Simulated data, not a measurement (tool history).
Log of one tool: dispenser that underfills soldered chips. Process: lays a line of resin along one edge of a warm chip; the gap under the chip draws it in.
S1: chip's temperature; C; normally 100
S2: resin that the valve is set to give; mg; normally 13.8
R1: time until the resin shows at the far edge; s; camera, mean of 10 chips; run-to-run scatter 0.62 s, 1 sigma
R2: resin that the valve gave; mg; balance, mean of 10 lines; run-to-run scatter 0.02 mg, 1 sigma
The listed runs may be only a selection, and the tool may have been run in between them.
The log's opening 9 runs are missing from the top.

run   hour   S1    S2     R1     R2
      66.1  -- new syringe of resin
 10   69.7  100  14.6   61.2  14.49
 11   77.3  100  14.6   75.3  14.39
      81.3  -- new syringe of resin
 12   84.5  100  13.8   61.7  13.57
 13   89.9  100  16.7   71.2  16.44
      94.8  -- dispensing valve cleaned and set on the balance
      97.3  -- new syringe of resin
 14  100.6  100  12.5   60.4  12.40
 15  105.4  100  12.5   68.6  12.43
 16  110.2  107  13.8   59.8  13.69
     112.0  -- new syringe of resin
 17  117.8  107  13.8   52.0  13.64
 18  123.5  107  13.8   60.3  13.61
     127.3  -- new syringe of resin
 19  132.0  107  13.8   50.4  13.55
 20  140.1   85  14.8  137.7  14.51

Expected results for the next run?
     142.1  -- new syringe of resin
 21  150.0  112  14.9   ?   ?

{"run 21": {"R1": 45.1, "R2": 14.56}}
Minus the tool's unlogged condition, the same run would have read R1 35.5 s, R2 14.90 mg.
